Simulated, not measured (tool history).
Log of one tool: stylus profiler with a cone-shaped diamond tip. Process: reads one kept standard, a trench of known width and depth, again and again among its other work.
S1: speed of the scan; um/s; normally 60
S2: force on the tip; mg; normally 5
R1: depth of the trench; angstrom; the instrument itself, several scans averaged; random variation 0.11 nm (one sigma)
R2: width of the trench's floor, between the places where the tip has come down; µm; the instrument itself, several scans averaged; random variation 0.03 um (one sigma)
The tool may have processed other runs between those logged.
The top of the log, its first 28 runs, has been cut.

{"run": 29, "hour": 446.4, "S1": 23, "S2": 5.08, "R1": 2022.4, "R2": 27.09}
{"run": 30, "hour": 462.2, "S1": 46, "S2": 11.93, "R1": 2041.5, "R2": 27.04}
{"run": 31, "hour": 474.4, "S1": 29, "S2": 9.76, "R1": 2037.7, "R2": 27.07}
{"run": 32, "hour": 488.9, "S1": 229, "S2": 3.14, "R1": 2016.3, "R2": 25.89}
{"run": 33, "hour": 500.4, "S1": 229, "S2": 3.14, "R1": 2017, "R2": 25.91}
{"run": 34, "hour": 509.6, "S1": 37, "S2": 5, "R1": 2021.9, "R2": 26.96}
{"run": 35, "hour": 525.3, "S1": 37, "S2": 5, "R1": 2021.3, "R2": 27}
{"run": 36, "hour": 546.0, "S1": 37, "S2": 5, "R1": 2021.8, "R2": 26.98}
{"run": 37, "hour": 562.6, "S1": 37, "S2": 5, "R1": 2023.2, "R2": 26.95}
{"run": 38, "hour": 582.6, "S1": 57, "S2": 7.26, "R1": 2028.4, "R2": 26.93}
{"run": 39, "hour": 603.3, "S1": 112, "S2": 5, "R1": 2023, "R2": 26.62}
{"run": 40, "hour": 616.7, "S1": 37, "S2": 5, "R1": 2021.3, "R2": 26.93}
{"run": 41, "hour": 636.7, "S1": 142, "S2": 6.74, "R1": 2025.3, "R2": 26.63}
{"run": 42, "hour": 649.8, "S1": 89, "S2": 13.26, "R1": 2041.7, "R2": 26.94}
{"run": 43, "hour": 662.9, "S1": 60, "S2": 4.67, "R1": 2022.9, "R2": 26.91}
{"run": 44, "hour": 674.4, "S1": 60, "S2": 4.67, "R1": 2021.8, "R2": 26.87}
{"run": 45, "hour": 691.2, "S1": 60, "S2": 4.67, "R1": 2020.7, "R2": 26.87}
{"run": 46, "hour": 707.1, "S1": 60, "S2": 3.24, "R1": 2016.5, "R2": 26.79}
{"run": 47, "hour": 722.4, "S1": 60, "S2": 3.24, "R1": 2014.3, "R2": 26.76}

Below are 3 alternative next runs, each starting from the tool's condition after run 47. Predict each:
{"run": "A", "hour": 735.2, "S1": 204, "S2": 12.51, "R1": "?", "R2": "?"}
{"run": "B", "hour": 735.2, "S1": 67, "S2": 3.99, "R1": "?", "R2": "?"}
{"run": "C", "hour": 735.2, "S1": 66, "S2": 6.48, "R1": "?", "R2": "?"}

run=A R1=2041.3 R2=26.54
run=B R1=2018.1 R2=26.83
run=C R1=2024.8 R2=26.88
With no hidden state in the tool, these same runs would have given:
run=A R1=2042.1 R2=26.59
run=B R1=2018.9 R2=26.88
run=C R1=2025.5 R2=26.94

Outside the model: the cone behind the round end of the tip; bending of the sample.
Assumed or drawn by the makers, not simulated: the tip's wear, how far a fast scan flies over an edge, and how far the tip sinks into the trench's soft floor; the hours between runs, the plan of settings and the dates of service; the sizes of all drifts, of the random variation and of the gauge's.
